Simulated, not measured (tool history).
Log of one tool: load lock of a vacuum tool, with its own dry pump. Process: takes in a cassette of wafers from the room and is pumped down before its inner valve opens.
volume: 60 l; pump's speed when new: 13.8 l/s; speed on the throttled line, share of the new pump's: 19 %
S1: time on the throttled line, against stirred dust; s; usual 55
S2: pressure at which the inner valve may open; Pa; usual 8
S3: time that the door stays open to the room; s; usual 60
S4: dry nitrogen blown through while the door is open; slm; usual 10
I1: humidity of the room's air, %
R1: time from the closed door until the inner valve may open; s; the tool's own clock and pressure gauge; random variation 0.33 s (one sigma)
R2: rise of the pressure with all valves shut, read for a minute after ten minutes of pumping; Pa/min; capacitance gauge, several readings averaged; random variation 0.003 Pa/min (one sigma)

Run 1, day 0: usual settings; I1 46.1. Result: R1 86.4 s, R2 0.05 Pa/min.
Run 2, day 4.046: usual settings but S4 4 slm; I1 45.7. Result: R1 86.5 s, R2 0.055 Pa/min.
Run 3, day 5.929: usual settings but S4 4 slm; I1 44.1. Result: R1 86.6 s, R2 0.053 Pa/min.
Run 4, day 9.429: usual settings; I1 47.8. Result: R1 87.6 s, R2 0.051 Pa/min.
Run 5, day 11.679: usual settings but S3 151 s; I1 46.8. Result: R1 86.4 s, R2 0.069 Pa/min.
Run 6, day 15.596: usual settings but S3 151 s; I1 45.9. Result: R1 86.5 s, R2 0.074 Pa/min.
Run 7, day 19.912: usual settings but S3 151 s; I1 47.2. Result: R1 86.8 s, R2 0.07 Pa/min.
Run 8, day 22.021: usual settings but S3 151 s; I1 44.4. Result: R1 86.2 s, R2 0.074 Pa/min.
Run 9, day 24.279: usual settings but S3 151 s; I1 42.8. Result: R1 86.4 s, R2 0.072 Pa/min.
Run 10, day 27.267: usual settings but S3 151 s; I1 46.4. Result: R1 86.6 s, R2 0.079 Pa/min.
Run 11, day 31.488: usual settings but S3 151 s; I1 45.8. Result: R1 86.7 s, R2 0.082 Pa/min.
Run 12, day 34.342: usual settings but S3 151 s; I1 49.5. Result: R1 86.1 s, R2 0.086 Pa/min.
Run 13, day 37.35: usual settings; I1 42.4. Result: R1 87 s, R2 0.056 Pa/min.
Run 14, day 41.858: usual settings; I1 45.3. Result: R1 86.9 s, R2 0.059 Pa/min.
Run 15, day 45.279: usual settings but S3 71 s; I1 44.9. Result: R1 86.5 s, R2 0.07 Pa/min.
Run 16, day 47.7: usual settings but S3 71 s; I1 46.3. Result: R1 86.1 s, R2 0.07 Pa/min.
Run 17, day 49.558: usual settings but S3 71 s; I1 44.1. Result: R1 86.8 s, R2 0.07 Pa/min.
Run 18, day 51.496: usual settings but S4 12 slm; I1 44.7. Result: R1 86.8 s, R2 0.059 Pa/min.
Run 19, day 54.392: usual settings but S2 6 Pa, S4 23 slm; I1 44.8. Result: R1 88.1 s, R2 0.06 Pa/min.
Run 20, day 56.825: usual settings but S2 9 Pa, S4 23 slm; I1 47.8. Result: R1 86.6 s, R2 0.06 Pa/min.
Run 21, day 59.833: usual settings but S2 9 Pa, S4 23 slm; I1 48.5. Result: R1 86.6 s, R2 0.068 Pa/min.
Run 22, day 64.408: usual settings but S2 14 Pa; I1 48.4. Result: R1 84.1 s, R2 0.075 Pa/min.
Run 23, day 67.408: usual settings but S3 55 s, S4 17 slm; I1 45.5. Result: R1 86.3 s, R2 0.065 Pa/min.
Run 24, day 71.75: usual settings but S3 86 s, S4 17 slm; I1 45.8. Result: R1 87 s, R2 0.079 Pa/min.
Run 25, day 75.933: usual settings but S1 29 s, S4 12 slm; I1 45. Result: R1 65.7 s, R2 0.081 Pa/min.
Run 26, day 77.842: usual settings but S1 29 s, S4 12 slm; I1 45.9. Result: R1 65.9 s, R2 0.082 Pa/min.
Run 27, day 81.512: usual settings but S1 29 s, S4 12 slm; I1 42. Result: R1 65.8 s, R2 0.083 Pa/min.
Run 28, day 86.075: usual settings but S1 29 s, S4 12 slm; I1 45.6. Result: R1 66 s, R2 0.086 Pa/min.
Run 29, day 88.867: usual settings but S1 36 s, S3 46 s, S4 6 slm; I1 44.9. Result: R1 72.3 s, R2 0.088 Pa/min.
Run 30, day 92.496: usual settings but S1 37 s, S4 6 slm; I1 44.1. Result: R1 72.9 s, R2 0.099 Pa/min.
Run 31, day 95.046: usual settings but S1 77 s, S4 15 slm; I1 44.2. Result: R1 104.3 s, R2 0.088 Pa/min.
Run 32, day 98.538: usual settings but S1 57 s, S4 15 slm; I1 46. Result: R1 88.7 s, R2 0.094 Pa/min.
Run 33, day 102.512: usual settings but S1 48 s, S3 79 s, S4 15 slm; I1 39.9. Result: R1 81.9 s, R2 0.09 Pa/min.
Run 34, day 106.308: usual settings but S1 48 s, S3 79 s, S4 15 slm; I1 44. Result: R1 81.4 s, R2 0.102 Pa/min.
Run 35, day 110.133: usual settings but S1 102 s, S2 9 Pa, S3 84 s, S4 13 slm; I1 43. Result: R1 125.4 s, R2 0.1 Pa/min.
Run 36, day 112.075: usual settings but S1 49 s, S2 12 Pa, S3 147 s, S4 6 slm; I1 46. Result: R1 79.8 s, R2 0.137 Pa/min.

Some steps in R1 between neighbouring runs. How much of each would the tool show without its hidden state too (settings, what came in, random variation), and how much is left for the hidden state, with any gauge scatter that isn't in both results?
The hidden state here: pump's speed, % of a new pump's; leak at the door's seal, Pa l/s; drift of the gauge itself on ready_s, %; drift of the gauge itself on rise_pa_min, %.
Run 24 -> 25: S1 55 -> 29, S3 86 -> 60, S4 17 -> 12. R1 -21.3 s: hidden state +0.2, all else -21.5.
Run 30 -> 31: S1 37 -> 77, S4 6 -> 15. R1 +31.4 s: hidden state -0.1, all else +31.5.
Run 34 -> 35: S1 48 -> 102, S2 8 -> 9, S3 79 -> 84, S4 15 -> 13. R1 +44 s: hidden state -0.3, all else +44.3.
Run 35 -> 36: S1 102 -> 49, S2 9 -> 12, S3 84 -> 147, S4 13 -> 6. R1 -45.6 s: hidden state +0.2, all else -45.8.
